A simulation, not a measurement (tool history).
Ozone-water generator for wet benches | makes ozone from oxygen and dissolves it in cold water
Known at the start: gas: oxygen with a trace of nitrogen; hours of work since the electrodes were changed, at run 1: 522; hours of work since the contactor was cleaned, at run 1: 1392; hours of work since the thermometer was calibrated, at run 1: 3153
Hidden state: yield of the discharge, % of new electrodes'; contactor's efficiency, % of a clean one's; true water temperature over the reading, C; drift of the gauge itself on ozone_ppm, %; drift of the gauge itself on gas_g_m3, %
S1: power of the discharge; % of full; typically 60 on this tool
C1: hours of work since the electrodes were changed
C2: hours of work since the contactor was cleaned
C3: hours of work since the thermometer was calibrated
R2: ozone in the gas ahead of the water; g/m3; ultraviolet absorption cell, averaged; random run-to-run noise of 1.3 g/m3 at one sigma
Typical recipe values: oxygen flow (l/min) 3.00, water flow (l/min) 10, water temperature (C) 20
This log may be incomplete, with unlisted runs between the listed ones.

{"run": 1, "hour": 0.0, "S1": 60, "oxygen flow (l/min)": 3.0, "water flow (l/min)": 10, "water temperature (C)": 20, "C1": 522, "C2": 1392, "C3": 3153, "dissolved ozone (ppm)": 30.0, "R2": 236.8}
{"run": 2, "hour": 31.4, "S1": 60, "oxygen flow (l/min)": 3.0, "water flow (l/min)": 10, "water temperature (C)": 20, "C1": 546, "C2": 1416, "C3": 3177, "dissolved ozone (ppm)": 30.1, "R2": 235.8}
{"run": 3, "hour": 59.1, "S1": 60, "oxygen flow (l/min)": 3.0, "water flow (l/min)": 10, "water temperature (C)": 20, "C1": 568, "C2": 1437, "C3": 3198, "dissolved ozone (ppm)": 30.2, "R2": 238.2}
{"run": 4, "hour": 90.3, "S1": 60, "oxygen flow (l/min)": 1.52, "water flow (l/min)": 10, "water temperature (C)": 20, "C1": 592, "C2": 1461, "C3": 3222, "dissolved ozone (ppm)": 26.2, "R2": 304.5}
{"run": 5, "hour": 126.4, "S1": 60, "oxygen flow (l/min)": 1.52, "water flow (l/min)": 10, "water temperature (C)": 20, "C1": 619, "C2": 1488, "C3": 3250, "dissolved ozone (ppm)": 26.3, "R2": 306.4}
{"run": 6, "hour": 160.9, "S1": 80, "oxygen flow (l/min)": 3.0, "water flow (l/min)": 10, "water temperature (C)": 20, "C1": 646, "C2": 1515, "C3": 3276, "dissolved ozone (ppm)": 37.3, "R2": 295.1}
{"run": 7, "hour": 179.3, "S1": 80, "oxygen flow (l/min)": 3.0, "water flow (l/min)": 10, "water temperature (C)": 20, "C1": 660, "C2": 1529, "C3": 3290, "dissolved ozone (ppm)": 37.9, "R2": 293.4}
{"run": 8, "hour": 203.0, "S1": 80, "oxygen flow (l/min)": 3.0, "water flow (l/min)": 10, "water temperature (C)": 20, "C1": 678, "C2": 1547, "C3": 3309, "dissolved ozone (ppm)": 36.9, "R2": 290.8}
{"run": 9, "hour": 227.6, "S1": 60, "oxygen flow (l/min)": 3.56, "water flow (l/min)": 10, "water temperature (C)": 20, "C1": 697, "C2": 1566, "C3": 3327, "dissolved ozone (ppm)": 30.2, "R2": 218.6}
{"run": 10, "hour": 248.8, "S1": 60, "oxygen flow (l/min)": 3.56, "water flow (l/min)": 10, "water temperature (C)": 20, "C1": 713, "C2": 1582, "C3": 3344, "dissolved ozone (ppm)": 30.6, "R2": 217.3}
{"run": 11, "hour": 281.9, "S1": 60, "oxygen flow (l/min)": 3.56, "water flow (l/min)": 10, "water temperature (C)": 20, "C1": 738, "C2": 1608, "C3": 3369, "dissolved ozone (ppm)": 30.7, "R2": 216.6}
{"run": 12, "hour": 300.4, "S1": 47, "oxygen flow (l/min)": 1.74, "water flow (l/min)": 10, "water temperature (C)": 20, "C1": 753, "C2": 1622, "C3": 3383, "dissolved ozone (ppm)": 22.5, "R2": 238.4}
{"run": 13, "hour": 337.5, "S1": 77, "oxygen flow (l/min)": 4.56, "water flow (l/min)": 9, "water temperature (C)": 28, "C1": 781, "C2": 1650, "C3": 3412, "dissolved ozone (ppm)": 34.0, "R2": 241.3}
{"run": 14, "hour": 367.4, "S1": 47, "oxygen flow (l/min)": 3.0, "water flow (l/min)": 10, "water temperature (C)": 21, "C1": 804, "C2": 1673, "C3": 3434, "dissolved ozone (ppm)": 24.5, "R2": 191.2}
{"run": 15, "hour": 384.5, "S1": 40, "oxygen flow (l/min)": 1.94, "water flow (l/min)": 10, "water temperature (C)": 20, "C1": 817, "C2": 1686, "C3": 3448, "dissolved ozone (ppm)": 20.5, "R2": 201.8}
{"run": 16, "hour": 409.7, "S1": 91, "oxygen flow (l/min)": 3.79, "water flow (l/min)": 15, "water temperature (C)": 13, "C1": 836, "C2": 1705, "C3": 3467, "dissolved ozone (ppm)": 33.7, "R2": 290.6}
{"run": 17, "hour": 425.9, "S1": 91, "oxygen flow (l/min)": 3.79, "water flow (l/min)": 15, "water temperature (C)": 13, "C1": 849, "C2": 1718, "C3": 3479, "dissolved ozone (ppm)": 34.4, "R2": 289.2}
{"run": 18, "hour": 461.5, "S1": 63, "oxygen flow (l/min)": 3.0, "water flow (l/min)": 9, "water temperature (C)": 23, "C1": 876, "C2": 1745, "C3": 3506, "dissolved ozone (ppm)": 31.6, "R2": 237.5}
{"run": 19, "hour": 477.2, "S1": 63, "oxygen flow (l/min)": 3.0, "water flow (l/min)": 9, "water temperature (C)": 23, "C1": 888, "C2": 1757, "C3": 3519, "dissolved ozone (ppm)": 32.1, "R2": 239.5}
{"hour": 497.3, "done": "gauge calibrated"}
{"run": 20, "hour": 514.7, "S1": 60, "oxygen flow (l/min)": 3.16, "water flow (l/min)": 10, "water temperature (C)": 20, "C1": 917, "C2": 1786, "C3": 3547, "dissolved ozone (ppm)": 29.9, "R2": 233.3}
{"run": 21, "hour": 550.6, "S1": 52, "oxygen flow (l/min)": 1.93, "water flow (l/min)": 10, "water temperature (C)": 20, "C1": 944, "C2": 1813, "C3": 3575, "dissolved ozone (ppm)": 25.0, "R2": 249.4}

4 options for the next run, each taken on its own from the tool as it stands now. Forecast them:
{"run": "A", "hour": 573.4, "S1": 60, "oxygen flow (l/min)": 3.0, "water flow (l/min)": 11, "water temperature (C)": 13, "C1": 962, "C2": 1831, "C3": 3592, "dissolved ozone (ppm)": "?", "R2": "?"}
{"run": "B", "hour": 573.4, "S1": 52, "oxygen flow (l/min)": 1.84, "water flow (l/min)": 10, "water temperature (C)": 20, "C1": 962, "C2": 1831, "C3": 3592, "dissolved ozone (ppm)": "?", "R2": "?"}
{"run": "C", "hour": 573.4, "S1": 52, "oxygen flow (l/min)": 1.93, "water flow (l/min)": 10, "water temperature (C)": 20, "C1": 962, "C2": 1831, "C3": 3592, "dissolved ozone (ppm)": "?", "R2": "?"}
{"run": "D", "hour": 573.4, "S1": 58, "oxygen flow (l/min)": 1.81, "water flow (l/min)": 6, "water temperature (C)": 20, "C1": 962, "C2": 1831, "C3": 3592, "dissolved ozone (ppm)": "?", "R2": "?"}

run=A dissolved_ozone_(ppm)=31.2 R2=236.1
run=B dissolved_ozone_(ppm)=24.4 R2=257.1
run=C dissolved_ozone_(ppm)=24.8 R2=252.6
run=D dissolved_ozone_(ppm)=39.3 R2=278.3
With no hidden state in the tool, these same runs would have given:
run=A dissolved_ozone_(ppm)=31.2 R2=237.2
run=B dissolved_ozone_(ppm)=24.4 R2=258.2
run=C dissolved_ozone_(ppm)=24.8 R2=253.7
run=D dissolved_ozone_(ppm)=39.3 R2=279.5

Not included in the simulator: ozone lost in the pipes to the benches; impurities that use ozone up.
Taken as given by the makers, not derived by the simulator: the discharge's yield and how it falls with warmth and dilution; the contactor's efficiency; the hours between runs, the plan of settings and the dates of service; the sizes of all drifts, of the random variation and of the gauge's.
